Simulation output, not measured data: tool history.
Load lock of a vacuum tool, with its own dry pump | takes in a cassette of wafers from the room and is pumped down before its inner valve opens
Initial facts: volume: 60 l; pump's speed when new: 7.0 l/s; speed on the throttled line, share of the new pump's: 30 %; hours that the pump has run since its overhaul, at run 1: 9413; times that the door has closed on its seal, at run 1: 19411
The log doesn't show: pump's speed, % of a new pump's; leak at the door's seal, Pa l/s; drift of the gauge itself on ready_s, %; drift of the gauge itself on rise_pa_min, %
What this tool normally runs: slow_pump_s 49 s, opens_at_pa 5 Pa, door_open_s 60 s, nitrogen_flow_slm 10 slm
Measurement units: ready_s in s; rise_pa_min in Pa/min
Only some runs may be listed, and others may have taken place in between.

| run | hour | slow_pump_s | opens_at_pa | door_open_s | nitrogen_flow_slm | hours that the pump has run since its overhaul | times that the door has closed on its seal | incoming humidity of the room's air, % | ready_s | rise_pa_min |
|---|---|---|---|---|---|---|---|---|---|---|
| 1 | 0.0 | 49 | 5 | 60 | 10 | 9413 | 19411 | 45.7 | 125.9 | 0.132 |
| 2 | 442.3 | 49 | 5 | 60 | 10 | 9856 | 21052 | 45.9 | 126.8 | 0.147 |
| 3 | 877.4 | 49 | 5 | 60 | 10 | 10291 | 22667 | 45.3 | 126.8 | 0.166 |
| 4 | 1541.4 | 49 | 7 | 60 | 10 | 10955 | 25132 | 45.5 | 122.2 | 0.187 |
| 5 | 1836.3 | 49 | 7 | 60 | 10 | 11250 | 26227 | 46.9 | 123.9 | 0.204 |
| 6 | 2205.9 | 49 | 5 | 60 | 10 | 11619 | 27599 | 44.6 | 126.5 | 0.215 |
| 7 | 2549.8 | 49 | 5 | 60 | 10 | 11963 | 28875 | 43.3 | 127.5 | 0.226 |
|  | 3187.6 | dry pump taken out, an overhauled one fitted |
| 8 | 3215.2 | 49 | 5 | 60 | 10 | 28 | 31323 | 48.0 | 120.9 | 0.260 |
| 9 | 3883.2 | 49 | 10 | 60 | 10 | 696 | 33802 | 43.1 | 116.0 | 0.291 |
| 10 | 4305.1 | 49 | 10 | 226 | 10 | 1117 | 35368 | 44.7 | 115.8 | 0.353 |
|  | 4335.7 | door's seal changed, seat wiped |
| 11 | 4959.2 | 49 | 10 | 226 | 10 | 1770 | 2314 | 42.9 | 115.5 | 0.078 |
| 12 | 5604.5 | 49 | 9 | 60 | 22 | 2415 | 4709 | 42.7 | 115.9 | 0.046 |
| 13 | 6086.1 | 48 | 10 | 227 | 9 | 2897 | 6497 | 48.1 | 115.3 | 0.107 |
| 14 | 6607.9 | 49 | 5 | 88 | 10 | 3419 | 8434 | 41.5 | 122.6 | 0.079 |
| 15 | 6941.4 | 49 | 5 | 130 | 10 | 3752 | 9672 | 48.4 | 123.9 | 0.100 |
| 16 | 7305.2 | 49 | 7 | 60 | 11 | 4116 | 11022 | 45.6 | 120.5 | 0.082 |
| 17 | 7666.8 | 61 | 10 | 60 | 14 | 4478 | 12364 | 45.9 | 124.8 | 0.096 |
| 18 | 8206.4 | 40 | 5 | 60 | 5 | 5017 | 14367 | 46.7 | 118.3 | 0.113 |
| 19 | 8657.3 | 49 | 6 | 60 | 7 | 5468 | 16041 | 41.1 | 123.5 | 0.124 |
| 20 | 9316.1 | 41 | 4 | 33 | 9 | 6127 | 18486 | 45.0 | 121.6 | 0.130 |
| 21 | 9795.6 | 49 | 8 | 60 | 6 | 6606 | 20266 | 43.5 | 120.9 | 0.162 |
| 22 | 10165.6 | 49 | 8 | 60 | 6 | 6976 | 21639 | 46.6 | 121.1 | 0.175 |

Each row is a separate what-if for the run after 22, all from the same tool condition, not one after another. Results?
| A | 10845.5 | 49 | 5 | 60 | 19 | 7656 | 24163 | 46.8 | ? | ? |
| B | 10845.5 | 49 | 5 | 56 | 10 | 7656 | 24163 | 46.1 | ? | ? |
| C | 10845.5 | 49 | 4 | 35 | 36 | 7656 | 24163 | 45.0 | ? | ? |
| D | 10845.5 | 82 | 7 | 60 | 10 | 7656 | 24163 | 44.4 | ? | ? |

| run | ready_s | rise_pa_min |
|---|---|---|
| A | 124.6 | 0.186 |
| B | 126.4 | 0.190 |
| C | 127.0 | 0.165 |
| D | 144.6 | 0.190 |
Had the tool no hidden state, the same runs would have come out as:
| run | ready_s | rise_pa_min |
|---|---|---|
| A | 119.1 | 0.039 |
| B | 120.8 | 0.043 |
| C | 121.3 | 0.019 |
| D | 140.2 | 0.044 |

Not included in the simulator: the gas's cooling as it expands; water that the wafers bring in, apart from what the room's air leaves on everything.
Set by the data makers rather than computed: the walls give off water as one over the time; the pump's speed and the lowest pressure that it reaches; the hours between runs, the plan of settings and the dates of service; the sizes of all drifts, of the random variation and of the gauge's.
